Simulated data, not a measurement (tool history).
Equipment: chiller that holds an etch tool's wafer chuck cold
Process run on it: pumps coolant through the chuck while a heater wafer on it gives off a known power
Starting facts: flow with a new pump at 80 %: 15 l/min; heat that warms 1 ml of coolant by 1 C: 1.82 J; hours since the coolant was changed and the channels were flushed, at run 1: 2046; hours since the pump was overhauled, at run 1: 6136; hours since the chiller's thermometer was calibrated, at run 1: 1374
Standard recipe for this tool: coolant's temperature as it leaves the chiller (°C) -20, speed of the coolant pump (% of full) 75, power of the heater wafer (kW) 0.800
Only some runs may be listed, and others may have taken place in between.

run    hour  coolant's temperature as it leaves the chiller (°C)  speed of the coolant pump (% of full)  power of the heater wafer (kW)  hours since the coolant was changed and the channels were flushed  hours since the pump was overhauled  hours since the chiller's thermometer was calibrated  chuck's temperature once it has settled (°C)  how much warmer the coolant comes back (C)
  1     0.0                                                  -20                                     75                           0.800                                                               2046                                 6136                                                  1374                                         -12.9                                        1.95
  2   187.8                                                  -16                                     75                           0.800                                                               2234                                 6324                                                  1562                                          -8.9                                        1.88
  3   278.1                                                  -20                                     75                           0.800                                                               2324                                 6414                                                  1653                                         -12.8                                        1.94
  4   380.1                                                  -20                                     75                           0.800                                                               2426                                 6516                                                  1755                                         -12.8                                        1.94
  5   522.8                                                  -20                                     75                           0.630                                                               2569                                 6659                                                  1897                                         -14.2                                        1.49
  6   623.5                                                  -20                                     75                           0.630                                                               2669                                 6759                                                  1998                                         -14.3                                        1.52
  7   800.1                                                  -20                                     89                           0.630                                                               2846                                 6936                                                  2175                                         -14.8                                        1.30
  8   931.2                                                  -20                                     85                           0.630                                                               2977                                 7067                                                  2306                                         -14.7                                        1.35
  9  1067.8                                                  -20                                     85                           0.630                                                               3114                                 7204                                                  2442                                         -14.9                                        1.36
 10  1218.3                                                  -20                                     85                           0.630                                                               3264                                 7354                                                  2593                                         -14.8                                        1.37
 11  1400.8                                                  -20                                     85                           0.630                                                               3447                                 7537                                                  2775                                         -14.7                                        1.41
 12  1535.9                                                  -20                                     76                           0.800                                                               3582                                 7672                                                  2910                                         -12.8                                        1.96
 13  1672.0                                                  -20                                     76                           0.800                                                               3718                                 7808                                                  3047                                         -13.0                                        2.03
 14  1824.3                                                  -20                                     75                           0.800                                                               3870                                 7960                                                  3199                                         -12.9                                        2.00
 15  1983.5                                                  -20                                     75                           0.800                                                               4029                                 8119                                                  3358                                         -12.7                                        2.03
 16  2071.4                                                  -24                                     75                           0.800                                                               4117                                 8207                                                  3446                                         -16.9                                        2.01
 17  2199.5                                                  -24                                     75                           0.800                                                               4245                                 8335                                                  3574                                         -16.9                                        2.07
 18  2336.9                                                  -24                                     79                           0.639                                                               4383                                 8473                                                  3711                                         -18.5                                        1.56
 19  2469.6                                                  -20                                     75                           0.713                                                               4515                                 8605                                                  3844                                         -13.8                                        1.82
 20  2649.7                                                  -10                                     75                           0.777                                                               4696                                 8786                                                  4024                                          -3.2                                        2.00
 21  2796.4                                                  -10                                     63                           0.695                                                               4842                                 8932                                                  4171                                          -3.0                                        2.16
 22  2978.6                                                  -28                                     89                           0.740                                                               5024                                 9114                                                  4353                                         -21.9                                        1.65
 23  3076.7                                                  -23                                     89                           0.923                                                               5123                                 9213                                                  4451                                         -15.5                                        1.98
     3115.8  -- gauge calibrated
 24  3272.6                                                  -23                                     85                           0.602                                                               5319                                 9408                                                  4647                                         -17.7                                        1.25
 25  3400.5                                                  -26                                     82                           0.594                                                               5446                                 9536                                                  4775                                         -20.9                                        1.26
 26  3516.5                                                  -26                                     82                           0.594                                                               5562                                 9652                                                  4891                                         -21.0                                        1.29
 27  3635.8                                                  -22                                     75                           0.899                                                               5682                                 9772                                                  5010                                         -13.8                                        2.13
 28  3814.7                                                  -29                                     83                           1.079                                                               5861                                 9951                                                  5189                                         -19.8                                        2.32
     3841.6  -- chiller's thermometer calibrated
 29  3997.4                                                  -20                                     90                           0.515                                                               6042                                10132                                                   156                                         -15.8                                        1.11
 30  4129.4                                                  -27                                     75                           0.800                                                               6174                                10264                                                   288                                         -19.7                                        1.95
 31  4275.2                                                  -30                                     75                           1.084                                                               6320                                10410                                                   434                                         -20.3                                        2.67
 32  4371.9                                                  -20                                     75                           0.661                                                               6417                                10507                                                   530                                         -14.2                                        1.67
 33  4498.2                                                  -17                                     74                           1.115                                                               6543                                10633                                                   657                                          -6.8                                        2.71

Here are 3 independent what-if runs from the current tool condition. What would each one return?
  A  4621.5                                                  -13                                     74                           1.115                                                               6666                                10756                                                   780                                             ?                                           ?
  B  4621.5                                                  -20                                     65                           0.468                                                               6666                                10756                                                   780                                             ?                                           ?
  C  4621.5                                                  -17                                     79                           0.790                                                               6666                                10756                                                   780                                             ?                                           ?

run  chuck's temperature once it has settled (°C)  how much warmer the coolant comes back (C)
  A                                          -2.9                                        2.73
  B                                         -15.4                                        1.36
  C                                         -10.2                                        1.87
With the hidden condition removed and each run's random variation left untouched, the same runs would have given:
run  chuck's temperature once it has settled (°C)  how much warmer the coolant comes back (C)
  A                                          -2.9                                        2.61
  B                                         -15.5                                        1.24
  C                                         -10.2                                        1.75
